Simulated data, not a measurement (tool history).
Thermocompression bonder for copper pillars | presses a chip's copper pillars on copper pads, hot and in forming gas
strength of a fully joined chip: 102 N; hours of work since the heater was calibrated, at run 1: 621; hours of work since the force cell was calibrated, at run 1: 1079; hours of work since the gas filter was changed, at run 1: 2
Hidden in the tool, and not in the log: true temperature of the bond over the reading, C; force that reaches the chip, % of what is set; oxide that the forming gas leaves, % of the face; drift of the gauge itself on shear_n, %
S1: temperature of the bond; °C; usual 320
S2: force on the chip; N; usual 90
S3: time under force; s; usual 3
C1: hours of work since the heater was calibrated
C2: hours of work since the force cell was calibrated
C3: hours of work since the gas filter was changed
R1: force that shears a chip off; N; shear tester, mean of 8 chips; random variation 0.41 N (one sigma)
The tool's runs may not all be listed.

run	hour	S1	S2	S3	C1	C2	C3	R1
1	0.0	320	90	3	621	1079	2	46.4
2	74.6	320	90	3	672	1130	53	45.5
# hour 94.8: heater calibrated with a thermocouple chip
3	151.1	320	90	3	38	1181	104	48.2
4	191.0	320	90	3	66	1208	131	47.5
# hour 204.9: forming gas filter changed
5	244.7	320	90	3	102	1245	27	49.7
6	329.3	320	90	3	160	1302	85	48.2
7	390.7	320	90	3	202	1344	127	46.6
# hour 407.0: forming gas filter changed
8	440.2	320	122	3	235	1378	23	64.2
9	499.1	320	122	3	276	1418	63	61.5
10	562.7	320	90	3	319	1462	106	47.0
# hour 609.2: forming gas filter changed
11	609.2	320	90	3	351	1493	0	50.1
12	674.5	320	90	3	395	1538	45	48.8
13	716.4	320	90	3	424	1566	73	47.8
14	774.6	320	90	3	464	1606	113	45.7
# hour 809.2: force cell calibrated
# hour 813.3: forming gas filter changed
15	852.3	320	90	3	515	29	27	45.6
16	890.7	320	90	3	542	55	53	43.4
17	940.3	331	71	2	576	89	87	33.8
18	998.5	331	71	2	615	129	127	33.0
# hour 1021.1: forming gas filter changed
19	1061.1	343	90	4	658	172	27	61.9
# hour 1099.8: heater calibrated with a thermocouple chip
20	1127.7	307	62	5	19	216	72	34.8
21	1185.6	307	62	5	59	255	111	33.5
# hour 1227.4: forming gas filter changed
22	1241.5	339	56	7	96	293	10	52.8
23	1320.4	320	111	2	150	347	64	50.2
24	1378.6	313	90	7	190	387	103	56.7
# hour 1431.2: forming gas filter changed
25	1458.6	313	90	7	245	441	19	58.7
26	1506.6	313	90	7	277	474	52	58.7
27	1585.2	313	90	7	331	528	105	55.3
# hour 1638.9: forming gas filter changed
28	1672.5	347	69	2	390	587	23	43.2
29	1750.7	347	69	2	444	641	76	41.9
30	1806.8	330	92	5	482	679	115	59.3
# hour 1841.6: forming gas filter changed
31	1870.1	321	75	3	525	722	20	39.3

How the hidden state differs across the entries between the runs, from the last listed run before each to the first after it:
Between runs 2 and 3: heater calibrated with a thermocouple chip (hour 94.8)
  true temperature of the bond over the reading, C: -8.6 -> -0.3; force that reaches the chip, % of what is set: 106.7 -> 107; oxide that the forming gas leaves, % of the face: 3.79 -> 6.96
  measured less the result without the state, R1: -3.5 -> -0.5 N
Between runs 4 and 5: forming gas filter changed (hour 204.9)
  true temperature of the bond over the reading, C: -0.6 -> -1; force that reaches the chip, % of what is set: 107.1 -> 107.4; oxide that the forming gas leaves, % of the face: 8.56 -> 2.42
  measured less the result without the state, R1: -1.5 -> +1.5 N
Between runs 7 and 8: forming gas filter changed (hour 407.0)
  true temperature of the bond over the reading, C: -2.3 -> -2.8; force that reaches the chip, % of what is set: 108 -> 108.2; oxide that the forming gas leaves, % of the face: 8.72 -> 2.08
  measured less the result without the state, R1: -2.1 -> +1.1 N
Between runs 10 and 11: forming gas filter changed (hour 609.2)
  true temperature of the bond over the reading, C: -3.9 -> -4.3; force that reaches the chip, % of what is set: 108.7 -> 108.9; oxide that the forming gas leaves, % of the face: 7.36 -> 0.54
  measured less the result without the state, R1: -2.0 -> +1.3 N
Between runs 14 and 15: force cell calibrated (hour 809.2); forming gas filter changed (hour 813.3)
  true temperature of the bond over the reading, C: -5.9 -> -6.6; force that reaches the chip, % of what is set: 109.6 -> 101.1; oxide that the forming gas leaves, % of the face: 7.49 -> 2.04
  measured less the result without the state, R1: -2.7 -> -3.8 N
Between runs 18 and 19: forming gas filter changed (hour 1021.1)
  true temperature of the bond over the reading, C: -8 -> -8.5; force that reaches the chip, % of what is set: 101.7 -> 102; oxide that the forming gas leaves, % of the face: 7.92 -> 2.21
  measured less the result without the state, R1: -5.5 -> -4.8 N
Between runs 19 and 20: heater calibrated with a thermocouple chip (hour 1099.8)
  true temperature of the bond over the reading, C: -8.5 -> -0.2; force that reaches the chip, % of what is set: 102 -> 102.3; oxide that the forming gas leaves, % of the face: 2.21 -> 4.93
  measured less the result without the state, R1: -4.8 -> -0.9 N
Between runs 21 and 22: forming gas filter changed (hour 1227.4)
  true temperature of the bond over the reading, C: -0.7 -> -1.2; force that reaches the chip, % of what is set: 102.5 -> 102.7; oxide that the forming gas leaves, % of the face: 7.42 -> 0.99
  measured less the result without the state, R1: -2.0 -> +0.3 N
Between runs 24 and 25: forming gas filter changed (hour 1431.2)
  true temperature of the bond over the reading, C: -2.3 -> -3; force that reaches the chip, % of what is set: 103.3 -> 103.6; oxide that the forming gas leaves, % of the face: 6.3 -> 1.79
  measured less the result without the state, R1: -3.4 -> -1.0 N
Between runs 27 and 28: forming gas filter changed (hour 1638.9)
  true temperature of the bond over the reading, C: -4.1 -> -4.9; force that reaches the chip, % of what is set: 104.1 -> 104.5; oxide that the forming gas leaves, % of the face: 7.2 -> 1.79
  measured less the result without the state, R1: -4.6 -> -1.1 N
Between runs 30 and 31: forming gas filter changed (hour 1841.6)
  true temperature of the bond over the reading, C: -6.1 -> -6.6; force that reaches the chip, % of what is set: 105 -> 105.2; oxide that the forming gas leaves, % of the face: 7.19 -> 1.81
  measured less the result without the state, R1: -5.5 -> -1.8 N
